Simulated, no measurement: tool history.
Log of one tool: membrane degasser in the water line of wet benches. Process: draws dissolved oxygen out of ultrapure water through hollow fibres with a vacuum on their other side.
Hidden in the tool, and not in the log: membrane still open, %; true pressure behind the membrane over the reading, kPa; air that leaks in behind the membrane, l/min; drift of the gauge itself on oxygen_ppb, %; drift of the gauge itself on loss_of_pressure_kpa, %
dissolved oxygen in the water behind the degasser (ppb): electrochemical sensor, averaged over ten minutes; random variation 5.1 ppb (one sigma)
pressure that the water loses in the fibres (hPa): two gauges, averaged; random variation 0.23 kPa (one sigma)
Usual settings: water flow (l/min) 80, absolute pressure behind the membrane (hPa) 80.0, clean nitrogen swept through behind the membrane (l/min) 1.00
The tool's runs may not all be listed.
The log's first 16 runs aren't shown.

| run | hour | water flow (l/min) | absolute pressure behind the membrane (hPa) | clean nitrogen swept through behind the membrane (l/min) | hours since the membrane was changed | hours since the vacuum gauge was calibrated | hours since the vacuum lines were made tight | dissolved oxygen in the water behind the degasser (ppb) | pressure that the water loses in the fibres (hPa) |
|---|---|---|---|---|---|---|---|---|---|
| 17 | 1746.3 | 106 | 154.8 | 0.86 | 2625 | 5371 | 8667 | 2184.0 | 753.1 |
| 18 | 1869.3 | 106 | 154.8 | 0.86 | 2748 | 5494 | 8790 | 2158.4 | 755.0 |
| 19 | 1972.9 | 106 | 154.8 | 0.86 | 2851 | 5598 | 8893 | 2156.2 | 751.6 |
| 20 | 2074.5 | 50 | 86.2 | 0.96 | 2953 | 5699 | 8995 | 604.5 | 355.5 |
| 21 | 2184.0 | 88 | 152.2 | 1.00 | 3062 | 5809 | 9104 | 1744.8 | 630.6 |
| 22 | 2293.6 | 58 | 57.3 | 1.35 | 3172 | 5918 | 9214 | 354.1 | 414.5 |
| 23 | 2422.0 | 58 | 57.3 | 1.35 | 3300 | 6047 | 9342 | 358.4 | 415.9 |
| 24 | 2502.8 | 55 | 80.0 | 1.00 | 3381 | 6127 | 9423 | 594.9 | 396.3 |
| 25 | 2619.8 | 80 | 62.3 | 1.00 | 3498 | 6244 | 9540 | 670.3 | 571.4 |
| 26 | 2746.7 | 80 | 62.2 | 0.42 | 3625 | 6371 | 9667 | 918.4 | 571.1 |
| 27 | 2833.7 | 80 | 62.2 | 0.42 | 3712 | 6458 | 9754 | 915.7 | 574.4 |
| 28 | 2955.9 | 65 | 144.1 | 1.63 | 3834 | 6581 | 9876 | 978.1 | 467.6 |
| 29 | 3080.4 | 78 | 146.9 | 0.45 | 3959 | 6705 | 10001 | 2259.8 | 558.2 |

Forecast run 30:
| 30 | 3213.9 | 79 | 117.8 | 0.72 | 4092 | 6839 | 10134 | ? | ? |

dissolved oxygen in the water behind the degasser (ppb): 1488.9
pressure that the water loses in the fibres (hPa): 567.3
Without the tool's hidden state the same run would have given dissolved oxygen in the water behind the degasser (ppb) 1435.6, pressure that the water loses in the fibres (hPa) 556.3.
